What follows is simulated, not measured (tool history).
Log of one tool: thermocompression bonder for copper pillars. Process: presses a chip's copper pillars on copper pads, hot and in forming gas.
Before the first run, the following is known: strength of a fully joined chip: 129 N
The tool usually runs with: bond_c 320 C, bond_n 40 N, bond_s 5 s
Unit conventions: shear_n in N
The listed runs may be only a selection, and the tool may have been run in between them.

{"run": 1, "hour": 0.0, "bond_c": 320, "bond_n": 40, "bond_s": 5, "shear_n": 77.4}
{"run": 2, "hour": 10.5, "bond_c": 320, "bond_n": 29, "bond_s": 5, "shear_n": 67.8}
{"run": 3, "hour": 23.2, "bond_c": 320, "bond_n": 32, "bond_s": 5, "shear_n": 70.7}
{"run": 4, "hour": 34.7, "bond_c": 320, "bond_n": 32, "bond_s": 5, "shear_n": 70.8}
{"run": 5, "hour": 52.1, "bond_c": 350, "bond_n": 32, "bond_s": 5, "shear_n": 85.8}
{"run": 6, "hour": 65.0, "bond_c": 320, "bond_n": 40, "bond_s": 12, "shear_n": 96.8}
{"run": 7, "hour": 78.7, "bond_c": 320, "bond_n": 40, "bond_s": 4, "shear_n": 72.3}
{"run": 8, "hour": 90.8, "bond_c": 320, "bond_n": 40, "bond_s": 4, "shear_n": 72.1}
{"run": 9, "hour": 106.0, "bond_c": 320, "bond_n": 40, "bond_s": 4, "shear_n": 72.2}
{"run": 10, "hour": 123.8, "bond_c": 320, "bond_n": 40, "bond_s": 5, "shear_n": 77.2}
{"run": 11, "hour": 140.7, "bond_c": 320, "bond_n": 40, "bond_s": 5, "shear_n": 77.2}
{"run": 12, "hour": 160.5, "bond_c": 320, "bond_n": 31, "bond_s": 5, "shear_n": 69.8}
{"run": 13, "hour": 176.8, "bond_c": 320, "bond_n": 31, "bond_s": 5, "shear_n": 69.8}
{"hour": 186.3, "done": "forming gas filter changed"}
{"run": 14, "hour": 189.0, "bond_c": 320, "bond_n": 31, "bond_s": 5, "shear_n": 71.9}
{"run": 15, "hour": 201.6, "bond_c": 320, "bond_n": 31, "bond_s": 5, "shear_n": 71.1}
{"run": 16, "hour": 215.6, "bond_c": 320, "bond_n": 31, "bond_s": 5, "shear_n": 71.9}
{"run": 17, "hour": 231.7, "bond_c": 320, "bond_n": 31, "bond_s": 5, "shear_n": 71.8}
{"run": 18, "hour": 244.3, "bond_c": 320, "bond_n": 40, "bond_s": 5, "shear_n": 79.6}
{"run": 19, "hour": 262.3, "bond_c": 320, "bond_n": 40, "bond_s": 5, "shear_n": 79.4}
{"run": 20, "hour": 277.2, "bond_c": 320, "bond_n": 40, "bond_s": 5, "shear_n": 79.7}
{"run": 21, "hour": 286.7, "bond_c": 327, "bond_n": 40, "bond_s": 5, "shear_n": 83.2}
{"run": 22, "hour": 295.2, "bond_c": 327, "bond_n": 40, "bond_s": 9, "shear_n": 96.6}
{"hour": 298.3, "done": "force cell calibrated"}
{"run": 23, "hour": 307.1, "bond_c": 328, "bond_n": 48, "bond_s": 11, "shear_n": 105.7}
{"run": 24, "hour": 325.9, "bond_c": 318, "bond_n": 25, "bond_s": 10, "shear_n": 80.5}
{"run": 25, "hour": 343.8, "bond_c": 318, "bond_n": 25, "bond_s": 10, "shear_n": 80.2}
{"run": 26, "hour": 355.1, "bond_c": 302, "bond_n": 47, "bond_s": 4, "shear_n": 69.3}
{"run": 27, "hour": 372.3, "bond_c": 302, "bond_n": 47, "bond_s": 4, "shear_n": 69.0}
{"run": 28, "hour": 382.9, "bond_c": 325, "bond_n": 45, "bond_s": 10, "shear_n": 101.0}
{"run": 29, "hour": 398.1, "bond_c": 325, "bond_n": 45, "bond_s": 10, "shear_n": 100.6}
{"hour": 412.2, "done": "force cell calibrated, once more"}
{"run": 30, "hour": 416.6, "bond_c": 325, "bond_n": 49, "bond_s": 10, "shear_n": 102.1}
{"run": 31, "hour": 429.0, "bond_c": 325, "bond_n": 49, "bond_s": 10, "shear_n": 102.4}
{"run": 32, "hour": 444.3, "bond_c": 342, "bond_n": 34, "bond_s": 11, "shear_n": 101.6}
{"run": 33, "hour": 454.0, "bond_c": 320, "bond_n": 40, "bond_s": 4, "shear_n": 73.3}
{"run": 34, "hour": 466.8, "bond_c": 320, "bond_n": 42, "bond_s": 5, "shear_n": 79.9}
{"run": 35, "hour": 478.2, "bond_c": 338, "bond_n": 42, "bond_s": 5, "shear_n": 89.5}
{"run": 36, "hour": 493.8, "bond_c": 304, "bond_n": 40, "bond_s": 6, "shear_n": 73.9}
{"run": 37, "hour": 513.5, "bond_c": 304, "bond_n": 40, "bond_s": 6, "shear_n": 73.3}
{"run": 38, "hour": 530.1, "bond_c": 345, "bond_n": 29, "bond_s": 4, "shear_n": 76.6}
{"run": 39, "hour": 540.4, "bond_c": 345, "bond_n": 29, "bond_s": 4, "shear_n": 76.1}
{"run": 40, "hour": 554.8, "bond_c": 321, "bond_n": 40, "bond_s": 5, "shear_n": 78.9}

What if the next run were any one of these 4? Each begins from the tool's condition after run 40:
{"run": "A", "hour": 574.1, "bond_c": 320, "bond_n": 40, "bond_s": 3, "shear_n": "?"}
{"run": "B", "hour": 574.1, "bond_c": 320, "bond_n": 28, "bond_s": 6, "shear_n": "?"}
{"run": "C", "hour": 574.1, "bond_c": 321, "bond_n": 40, "bond_s": 8, "shear_n": "?"}
{"run": "D", "hour": 574.1, "bond_c": 320, "bond_n": 27, "bond_s": 12, "shear_n": "?"}

run=A shear_n=66.8
run=B shear_n=72.2
run=C shear_n=89.4
run=D shear_n=86.8
With no hidden state in the tool, these same runs would have given:
run=A shear_n=65.0
run=B shear_n=70.5
run=C shear_n=88.2
run=D shear_n=85.4
